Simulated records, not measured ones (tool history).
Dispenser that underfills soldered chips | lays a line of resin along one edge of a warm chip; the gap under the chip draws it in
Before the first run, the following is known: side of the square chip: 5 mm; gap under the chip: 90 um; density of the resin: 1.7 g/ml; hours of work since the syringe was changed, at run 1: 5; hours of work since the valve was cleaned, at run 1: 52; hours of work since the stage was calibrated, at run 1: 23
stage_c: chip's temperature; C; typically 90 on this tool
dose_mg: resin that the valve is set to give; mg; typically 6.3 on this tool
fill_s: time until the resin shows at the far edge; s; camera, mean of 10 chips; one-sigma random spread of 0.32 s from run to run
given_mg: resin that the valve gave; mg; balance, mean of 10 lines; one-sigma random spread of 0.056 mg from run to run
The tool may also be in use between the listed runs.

run,hour,stage_c,dose_mg,hours of work since the syringe was changed,hours of work since the valve was cleaned,hours of work since the stage was calibrated,fill_s,given_mg
1,0,90,6.3,5,52,23,14,6.05
# hour 3.9: new syringe of resin
2,8.1,90,5.52,3,58,29,12.6,5.2
3,13.3,90,5.52,7,61,33,16,5.17
# hour 14.2: new syringe of resin
4,19.3,90,5.52,4,66,37,13.3,5.09
# hour 24.5: new syringe of resin
5,25.8,90,5.52,1,70,42,11,5.09
# hour 34.9: new syringe of resin
6,35.4,90,7.13,0,77,49,9.7,6.8
7,39.9,90,7.13,4,80,52,12.6,6.6
# hour 45.3: new syringe of resin
8,45.8,90,7.13,0,85,56,10.1,6.62
9,49.7,90,7.13,3,88,59,12.3,6.59
10,54.3,90,7.13,7,91,63,14.7,6.6
# hour 55.7: new syringe of resin
11,62.8,90,6.3,5,97,69,13.6,5.81
# hour 66: new syringe of resin
12,70.7,90,7.2,3,103,74,12.2,6.48
# hour 76.4: new syringe of resin
13,77.4,90,7.2,1,107,79,11,6.43
14,84.1,92,6.3,6,112,84,13.5,5.7
# hour 87: new syringe of resin
15,91.8,90,6.28,4,118,89,13.2,5.62
16,96.6,90,6.28,7,121,93,16.7,5.54
# hour 97.8: new syringe of resin
17,101.5,90,6.28,3,125,96,11.9,5.57
18,105.5,76,5.98,6,128,99,28.4,5.23
# hour 108.6: new syringe of resin
19,111,78,5.6,2,132,103,19.9,4.96
20,117.8,102,6.3,7,137,108,8.9,5.55
# hour 119: new syringe of resin
# hour 122.2: dispensing valve cleaned and set on the balance
21,128.2,77,7.23,6,4,115,26.6,7.14
# hour 130.5: new syringe of resin
22,137.6,84,7.29,5,11,122,18.2,7.16
# hour 140.9: new syringe of resin
23,145.5,78,7.62,3,17,127,22.1,7.43
# hour 151.8: new syringe of resin
24,154.7,79,5.9,2,23,134,19.4,5.71
# hour 162.3: new syringe of resin
25,164.4,105,6.1,2,30,141,5.7,5.95
26,168.3,105,6.1,4,33,144,6.5,5.87
# hour 173.1: new syringe of resin
27,176.6,92,6.07,3,39,150,10.1,5.85

What if the next run were any one of these 4? Each begins from the tool's condition after run 27:
A,181.1,96,5.74,6,42,153,?,?
B,181.1,90,6.08,6,42,153,?,?
C,181.1,97,7.87,6,42,153,?,?
D,181.1,102,6.03,6,42,153,?,?

run,fill_s,given_mg
A,11.3,5.49
B,14.5,5.7
C,10.3,7.49
D,9,5.79
With the hidden condition removed and each run's random variation left untouched, the same runs would have given:
run,fill_s,given_mg
A,7.6,5.76
B,9.8,5.98
C,7,7.86
D,6.2,6.07

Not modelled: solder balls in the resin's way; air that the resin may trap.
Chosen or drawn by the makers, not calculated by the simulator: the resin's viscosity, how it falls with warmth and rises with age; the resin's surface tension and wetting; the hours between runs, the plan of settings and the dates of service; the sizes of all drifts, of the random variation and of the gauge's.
